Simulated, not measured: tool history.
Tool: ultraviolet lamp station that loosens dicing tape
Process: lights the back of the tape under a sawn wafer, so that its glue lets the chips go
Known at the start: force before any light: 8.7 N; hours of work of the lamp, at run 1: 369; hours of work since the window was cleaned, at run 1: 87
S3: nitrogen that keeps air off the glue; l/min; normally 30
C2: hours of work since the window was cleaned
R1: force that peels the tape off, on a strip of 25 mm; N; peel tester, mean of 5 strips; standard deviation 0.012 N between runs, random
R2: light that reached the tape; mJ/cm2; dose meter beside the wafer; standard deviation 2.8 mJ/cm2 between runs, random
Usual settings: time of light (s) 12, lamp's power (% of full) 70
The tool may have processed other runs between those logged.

Run 1, day 0: usual settings; hours of work of the lamp 369; C2 87. Result: R1 0.534 N, R2 399 mJ/cm2.
Run 2, day 0.479: usual settings but lamp's power (% of full) 91; hours of work of the lamp 379; C2 96. Result: R1 0.295 N, R2 512 mJ/cm2.
Run 3, day 1.033: usual settings but S3 49 l/min; hours of work of the lamp 389; C2 107. Result: R1 0.339 N, R2 400 mJ/cm2.
Run 4, day 1.554: usual settings but S3 49 l/min; hours of work of the lamp 399; C2 117. Result: R1 0.361 N, R2 398 mJ/cm2.
Run 5, day 1.942: usual settings but S3 46 l/min; hours of work of the lamp 407; C2 124. Result: R1 0.362 N, R2 400 mJ/cm2.
Run 6, day 2.479: usual settings but S3 46 l/min; hours of work of the lamp 417; C2 135. Result: R1 0.371 N, R2 395 mJ/cm2.
Run 7, day 2.904: usual settings but S3 46 l/min; hours of work of the lamp 425; C2 143. Result: R1 0.365 N, R2 397 mJ/cm2.
Run 8, day 3.354: usual settings but lamp's power (% of full) 91; hours of work of the lamp 434; C2 151. Result: R1 0.286 N, R2 515 mJ/cm2.
Run 9, day 3.975: usual settings but lamp's power (% of full) 91; hours of work of the lamp 446; C2 163. Result: R1 0.293 N, R2 517 mJ/cm2.
Run 10, day 4.329: usual settings; hours of work of the lamp 452; C2 170. Result: R1 0.54 N, R2 393 mJ/cm2.
Run 11, day 4.896: usual settings but time of light (s) 11, lamp's power (% of full) 79; hours of work of the lamp 463; C2 181. Result: R1 0.5 N, R2 413 mJ/cm2.
Run 12, day 5.458: usual settings but time of light (s) 21, lamp's power (% of full) 97, S3 46 l/min; hours of work of the lamp 474; C2 192. Result: R1 0.126 N, R2 965 mJ/cm2.
Run 13, day 5.817: usual settings but time of light (s) 7, lamp's power (% of full) 86, S3 29 l/min; hours of work of the lamp 481; C2 199. Result: R1 1.127 N, R2 287 mJ/cm2.
Run 14, day 6.104: usual settings but time of light (s) 8, lamp's power (% of full) 93, S3 17 l/min; hours of work of the lamp 486; C2 204. Result: R1 1.158 N, R2 351 mJ/cm2.
Run 15, day 6.433: usual settings but time of light (s) 8, lamp's power (% of full) 93, S3 17 l/min; hours of work of the lamp 493; C2 210. Result: R1 1.116 N, R2 355 mJ/cm2.
Run 16, day 6.796: usual settings but time of light (s) 8, lamp's power (% of full) 93, S3 17 l/min; hours of work of the lamp 500; C2 217. Result: R1 1.142 N, R2 350 mJ/cm2.
Run 17, day 7.171: usual settings but time of light (s) 8, lamp's power (% of full) 61, S3 17 l/min; hours of work of the lamp 507; C2 225. Result: R1 2.171 N, R2 231 mJ/cm2.
Run 18, day 7.625: usual settings but time of light (s) 8, lamp's power (% of full) 61, S3 17 l/min; hours of work of the lamp 516; C2 233. Result: R1 2.29 N, R2 233 mJ/cm2.
Run 19, day 7.967: usual settings but time of light (s) 13, S3 13 l/min; hours of work of the lamp 522; C2 240. Result: R1 0.941 N, R2 433 mJ/cm2.
Run 20, day 8.508: usual settings but time of light (s) 13, S3 13 l/min; hours of work of the lamp 532; C2 250. Result: R1 0.973 N, R2 435 mJ/cm2.

Branching from run 20: 3 alternative next runs. What would each branch give?
Run A, day 8.775: usual settings but time of light (s) 20, S3 23 l/min; hours of work of the lamp 538; C2 255. Result: R1 ?, R2 ?.
Run B, day 8.775: usual settings but time of light (s) 6; hours of work of the lamp 538; C2 255. Result: R1 ?, R2 ?.
Run C, day 8.775: usual settings but S3 13 l/min; hours of work of the lamp 538; C2 255. Result: R1 ?, R2 ?.

run     R1   R2
  A  0.223  658
  B   2.02  201
  C  1.123  401
With no hidden state in the tool, these same runs would have given:
run     R1   R2
  A  0.223  659
  B  2.016  201
  C   1.12  402

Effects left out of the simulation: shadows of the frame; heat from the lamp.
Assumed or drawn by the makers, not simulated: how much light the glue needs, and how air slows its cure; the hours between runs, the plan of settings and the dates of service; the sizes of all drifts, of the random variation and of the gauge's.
